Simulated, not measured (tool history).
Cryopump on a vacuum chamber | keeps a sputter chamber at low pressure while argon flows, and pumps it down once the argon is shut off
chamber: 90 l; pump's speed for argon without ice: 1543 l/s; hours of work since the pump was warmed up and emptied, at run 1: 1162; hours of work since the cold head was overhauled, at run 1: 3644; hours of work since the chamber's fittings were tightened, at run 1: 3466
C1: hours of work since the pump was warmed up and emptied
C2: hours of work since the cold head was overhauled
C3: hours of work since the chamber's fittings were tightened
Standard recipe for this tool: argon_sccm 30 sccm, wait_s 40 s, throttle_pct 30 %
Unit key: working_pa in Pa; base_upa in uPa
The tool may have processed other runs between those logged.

{"run": 1, "hour": 0.0, "argon_sccm": 30, "wait_s": 40, "throttle_pct": 30, "C1": 1162, "C2": 3644, "C3": 3466, "working_pa": 0.1176, "base_upa": 3.44}
{"hour": 33.5, "done": "pump warmed up, emptied and cooled again"}
{"run": 2, "hour": 74.8, "argon_sccm": 30, "wait_s": 40, "throttle_pct": 30, "C1": 36, "C2": 3704, "C3": 3526, "working_pa": 0.1117, "base_upa": 3.13}
{"run": 3, "hour": 172.8, "argon_sccm": 14, "wait_s": 40, "throttle_pct": 30, "C1": 120, "C2": 3789, "C3": 3610, "working_pa": 0.0522, "base_upa": 3.12}
{"run": 4, "hour": 250.7, "argon_sccm": 30, "wait_s": 40, "throttle_pct": 30, "C1": 187, "C2": 3856, "C3": 3677, "working_pa": 0.1113, "base_upa": 3.17}
{"run": 5, "hour": 295.5, "argon_sccm": 30, "wait_s": 40, "throttle_pct": 30, "C1": 225, "C2": 3894, "C3": 3715, "working_pa": 0.1126, "base_upa": 3.14}
{"hour": 364.0, "done": "leaking fittings of the chamber tightened, without venting"}
{"run": 6, "hour": 374.7, "argon_sccm": 30, "wait_s": 40, "throttle_pct": 30, "C1": 292, "C2": 3961, "C3": 9, "working_pa": 0.1127, "base_upa": 2.38}
{"run": 7, "hour": 432.5, "argon_sccm": 30, "wait_s": 40, "throttle_pct": 30, "C1": 342, "C2": 4010, "C3": 59, "working_pa": 0.1141, "base_upa": 2.46}
{"run": 8, "hour": 522.4, "argon_sccm": 30, "wait_s": 35, "throttle_pct": 30, "C1": 419, "C2": 4088, "C3": 136, "working_pa": 0.1136, "base_upa": 2.69}
{"run": 9, "hour": 595.0, "argon_sccm": 30, "wait_s": 35, "throttle_pct": 30, "C1": 481, "C2": 4150, "C3": 199, "working_pa": 0.1132, "base_upa": 2.69}
{"run": 10, "hour": 648.1, "argon_sccm": 30, "wait_s": 239, "throttle_pct": 26, "C1": 527, "C2": 4196, "C3": 244, "working_pa": 0.1297, "base_upa": 0.61}
{"run": 11, "hour": 710.3, "argon_sccm": 30, "wait_s": 239, "throttle_pct": 26, "C1": 581, "C2": 4249, "C3": 298, "working_pa": 0.1306, "base_upa": 0.67}
{"run": 12, "hour": 814.1, "argon_sccm": 19, "wait_s": 50, "throttle_pct": 16, "C1": 670, "C2": 4339, "C3": 387, "working_pa": 0.1331, "base_upa": 2.07}
{"run": 13, "hour": 874.3, "argon_sccm": 26, "wait_s": 50, "throttle_pct": 51, "C1": 722, "C2": 4391, "C3": 439, "working_pa": 0.0603, "base_upa": 2.1}

Below are 5 alternative next runs, each starting from the tool's condition after run 13. Predict each:
{"run": "A", "hour": 928.9, "argon_sccm": 22, "wait_s": 38, "throttle_pct": 40, "C1": 769, "C2": 4437, "C3": 486, "working_pa": "?", "base_upa": "?"}
{"run": "B", "hour": 928.9, "argon_sccm": 36, "wait_s": 32, "throttle_pct": 45, "C1": 769, "C2": 4437, "C3": 486, "working_pa": "?", "base_upa": "?"}
{"run": "C", "hour": 928.9, "argon_sccm": 28, "wait_s": 40, "throttle_pct": 48, "C1": 769, "C2": 4437, "C3": 486, "working_pa": "?", "base_upa": "?"}
{"run": "D", "hour": 928.9, "argon_sccm": 49, "wait_s": 50, "throttle_pct": 51, "C1": 769, "C2": 4437, "C3": 486, "working_pa": "?", "base_upa": "?"}
{"run": "E", "hour": 928.9, "argon_sccm": 46, "wait_s": 26, "throttle_pct": 53, "C1": 769, "C2": 4437, "C3": 486, "working_pa": "?", "base_upa": "?"}

run=A working_pa=0.0656 base_upa=2.6
run=B working_pa=0.0964 base_upa=3.04
run=C working_pa=0.0687 base_upa=2.54
run=D working_pa=0.1153 base_upa=2.08
run=E working_pa=0.1041 base_upa=3.61
With no hidden state in the tool, these same runs would have given:
run=A working_pa=0.0611 base_upa=2.44
run=B working_pa=0.0891 base_upa=2.89
run=C working_pa=0.0631 base_upa=2.37
run=D working_pa=0.1054 base_upa=1.92
run=E working_pa=0.0948 base_upa=3.45
